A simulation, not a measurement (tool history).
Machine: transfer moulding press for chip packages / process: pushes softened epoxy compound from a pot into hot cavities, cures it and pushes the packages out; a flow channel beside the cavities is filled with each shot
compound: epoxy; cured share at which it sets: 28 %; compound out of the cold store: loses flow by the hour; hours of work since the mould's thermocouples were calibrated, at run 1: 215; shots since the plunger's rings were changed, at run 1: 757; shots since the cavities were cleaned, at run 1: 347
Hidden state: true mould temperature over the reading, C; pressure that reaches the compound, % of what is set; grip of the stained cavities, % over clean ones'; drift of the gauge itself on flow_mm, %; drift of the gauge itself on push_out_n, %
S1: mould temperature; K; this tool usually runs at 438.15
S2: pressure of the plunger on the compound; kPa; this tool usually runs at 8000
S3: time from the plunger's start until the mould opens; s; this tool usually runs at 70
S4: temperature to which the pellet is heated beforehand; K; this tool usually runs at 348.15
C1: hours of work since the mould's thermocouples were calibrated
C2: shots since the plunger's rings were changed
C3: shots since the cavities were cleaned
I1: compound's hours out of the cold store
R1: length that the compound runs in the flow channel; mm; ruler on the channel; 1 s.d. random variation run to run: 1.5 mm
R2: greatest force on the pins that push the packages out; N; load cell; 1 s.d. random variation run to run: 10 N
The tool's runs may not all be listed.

Run 1, hour 0.0: usual settings; C1 215; C2 757; C3 347; I1 16.0. Result: R1 569 mm, R2 769 N.
At hour 7.4: cavities cleaned with cleaning compound and waxed.
Run 2, hour 12.8: usual settings but S4 353.15 K; C1 220; C2 886; C3 61; I1 32.8. Result: R1 514 mm, R2 530 N.
Run 3, hour 30.2: usual settings but S4 351.15 K; C1 228; C2 1085; C3 260; I1 21.9. Result: R1 550 mm, R2 698 N.
Run 4, hour 43.4: usual settings but S1 446.15 K; C1 234; C2 1234; C3 409; I1 10.2. Result: R1 567 mm, R2 545 N.
At hour 46.4: cavities cleaned with cleaning compound and waxed.
Run 5, hour 66.0: usual settings but S1 446.15 K; C1 244; C2 1475; C3 224; I1 19.2. Result: R1 535 mm, R2 451 N.
At hour 84.9: cavities cleaned with cleaning compound and waxed.
Run 6, hour 86.2: usual settings but S1 446.15 K; C1 253; C2 1688; C3 16; I1 24.5. Result: R1 515 mm, R2 354 N.
Run 7, hour 100.0: usual settings but S1 446.15 K; C1 260; C2 1845; C3 173; I1 47.2. Result: R1 447 mm, R2 421 N.
Run 8, hour 111.9: usual settings but S1 446.15 K; C1 265; C2 1981; C3 309; I1 46.7. Result: R1 449 mm, R2 484 N.
At hour 122.7: cavities cleaned with cleaning compound and waxed.
Run 9, hour 125.1: usual settings but S1 446.15 K; C1 271; C2 2113; C3 27; I1 9.5. Result: R1 563 mm, R2 369 N.
Run 10, hour 142.0: usual settings but S1 446.15 K; C1 279; C2 2306; C3 220; I1 33.5. Result: R1 483 mm, R2 462 N.
Run 11, hour 150.6: usual settings; C1 283; C2 2403; C3 317; I1 21.9. Result: R1 536 mm, R2 760 N.
At hour 160.9: cavities cleaned with cleaning compound and waxed.
Run 12, hour 167.1: usual settings but S2 6800 kPa; C1 290; C2 2574; C3 71; I1 35.4. Result: R1 449 mm, R2 540 N.
Run 13, hour 184.9: usual settings but S2 8540 kPa, S4 351.15 K; C1 298; C2 2777; C3 274; I1 9.0. Result: R1 594 mm, R2 729 N.
Run 14, hour 196.6: usual settings but S2 9140 kPa, S4 343.15 K; C1 304; C2 2910; C3 407; I1 10.6. Result: R1 609 mm, R2 851 N.
At hour 200.0: cavities cleaned with cleaning compound and waxed.
Run 15, hour 208.5: usual settings but S2 6160 kPa, S4 355.15 K; C1 309; C2 3028; C3 96; I1 45.1. Result: R1 400 mm, R2 542 N.
At hour 212.7: plunger's sealing rings changed.
Run 16, hour 223.6: usual settings but S1 440.15 K, S4 346.15 K; C1 315; C2 124; C3 239; I1 38.9. Result: R1 498 mm, R2 599 N.
Run 17, hour 236.5: usual settings but S1 433.15 K; C1 321; C2 272; C3 387; I1 25.7. Result: R1 552 mm, R2 1161 N.
At hour 241.2: cavities cleaned with cleaning compound and waxed.
Run 18, hour 255.8: usual settings but S1 431.15 K, S3 83 s; C1 329; C2 474; C3 166; I1 47.1. Result: R1 491 mm, R2 686 N.
At hour 259.7: mould's thermocouples calibrated.
Run 19, hour 268.3: usual settings but S1 431.15 K, S2 9020 kPa, S3 83 s, S4 341.15 K; C1 4; C2 594; C3 286; I1 10.1. Result: R1 651 mm, R2 873 N.
At hour 281.4: cavities cleaned with cleaning compound and waxed.
Run 20, hour 287.4: usual settings but S1 431.15 K, S2 9020 kPa, S3 83 s, S4 341.15 K; C1 12; C2 794; C3 68; I1 43.8. Result: R1 525 mm, R2 590 N.
Run 21, hour 300.1: usual settings but S1 441.15 K, S2 6110 kPa, S3 99 s, S4 340.15 K; C1 18; C2 939; C3 213; I1 35.6. Result: R1 436 mm, R2 441 N.
At hour 319.4: cavities cleaned with cleaning compound and waxed.
Run 22, hour 319.4: usual settings but S1 441.15 K, S2 6110 kPa, S3 99 s, S4 340.15 K; C1 27; C2 1141; C3 0; I1 33.2. Result: R1 440 mm, R2 331 N.

Across each entry between runs, compare the hidden state at the last listed run before it with the hidden state at the first listed run after it:
Run 1 -> run 2: cavities cleaned with cleaning compound and waxed (hour 7.4)
  true mould temperature over the reading, C: -0.72 -> -0.73; pressure that reaches the compound, % of what is set: 96.87 -> 96.42; grip of the stained cavities, % over clean ones': 47.3 -> 10.6
  measured minus no-state result, R1: -7 -> -8 mm; R2: +271 -> +72 N
Run 4 -> run 5: cavities cleaned with cleaning compound and waxed (hour 46.4)
  true mould temperature over the reading, C: -0.77 -> -0.79; pressure that reaches the compound, % of what is set: 95.25 -> 94.41; grip of the stained cavities, % over clean ones': 54.2 -> 32.7
  measured minus no-state result, R1: -12 -> -14 mm; R2: +198 -> +118 N
Run 5 -> run 6: cavities cleaned with cleaning compound and waxed (hour 84.9)
  true mould temperature over the reading, C: -0.79 -> -0.81; pressure that reaches the compound, % of what is set: 94.41 -> 93.72; grip of the stained cavities, % over clean ones': 32.7 -> 2.3
  measured minus no-state result, R1: -14 -> -16 mm; R2: +118 -> +14 N
Run 8 -> run 9: cavities cleaned with cleaning compound and waxed (hour 122.7)
  true mould temperature over the reading, C: -0.83 -> -0.85; pressure that reaches the compound, % of what is set: 92.71 -> 92.26; grip of the stained cavities, % over clean ones': 41 -> 5.5
  measured minus no-state result, R1: -16 -> -21 mm; R2: +146 -> +26 N
Run 11 -> run 12: cavities cleaned with cleaning compound and waxed (hour 160.9)
  true mould temperature over the reading, C: -0.87 -> -0.89; pressure that reaches the compound, % of what is set: 91.25 -> 90.6; grip of the stained cavities, % over clean ones': 43.3 -> 12.5
  measured minus no-state result, R1: -23 -> -21 mm; R2: +261 -> +87 N
Run 14 -> run 15: cavities cleaned with cleaning compound and waxed (hour 200.0)
  true mould temperature over the reading, C: -0.92 -> -0.93; pressure that reaches the compound, % of what is set: 89.49 -> 89.07; grip of the stained cavities, % over clean ones': 55.2 -> 15.2
  measured minus no-state result, R1: -32 -> -22 mm; R2: +338 -> +97 N
Run 15 -> run 16: plunger's sealing rings changed (hour 212.7)
  true mould temperature over the reading, C: -0.93 -> -0.94; pressure that reaches the compound, % of what is set: 89.07 -> 98.85; grip of the stained cavities, % over clean ones': 15.2 -> 35
  measured minus no-state result, R1: -22 -> -1 mm; R2: +97 -> +176 N
Run 17 -> run 18: cavities cleaned with cleaning compound and waxed (hour 241.2)
  true mould temperature over the reading, C: -0.95 -> -0.97; pressure that reaches the compound, % of what is set: 98.36 -> 97.64; grip of the stained cavities, % over clean ones': 51.5 -> 24.5
  measured minus no-state result, R1: -2 -> -3 mm; R2: +451 -> +173 N
Run 18 -> run 19: mould's thermocouples calibrated (hour 259.7)
  true mould temperature over the reading, C: -0.97 -> -0.31; pressure that reaches the compound, % of what is set: 97.64 -> 97.24; grip of the stained cavities, % over clean ones': 24.5 -> 39.7
  measured minus no-state result, R1: -3 -> -8 mm; R2: +173 -> +267 N
Run 19 -> run 20: cavities cleaned with cleaning compound and waxed (hour 281.4)
  true mould temperature over the reading, C: -0.31 -> -0.33; pressure that reaches the compound, % of what is set: 97.24 -> 96.59; grip of the stained cavities, % over clean ones': 39.7 -> 11.6
  measured minus no-state result, R1: -8 -> -9 mm; R2: +267 -> +74 N
Run 21 -> run 22: cavities cleaned with cleaning compound and waxed (hour 319.4)
  true mould temperature over the reading, C: -0.34 -> -0.36; pressure that reaches the compound, % of what is set: 96.07 -> 95.41; grip of the stained cavities, % over clean ones': 32.2 -> 1.3
  measured minus no-state result, R1: -8 -> -10 mm; R2: +108 -> +5 N
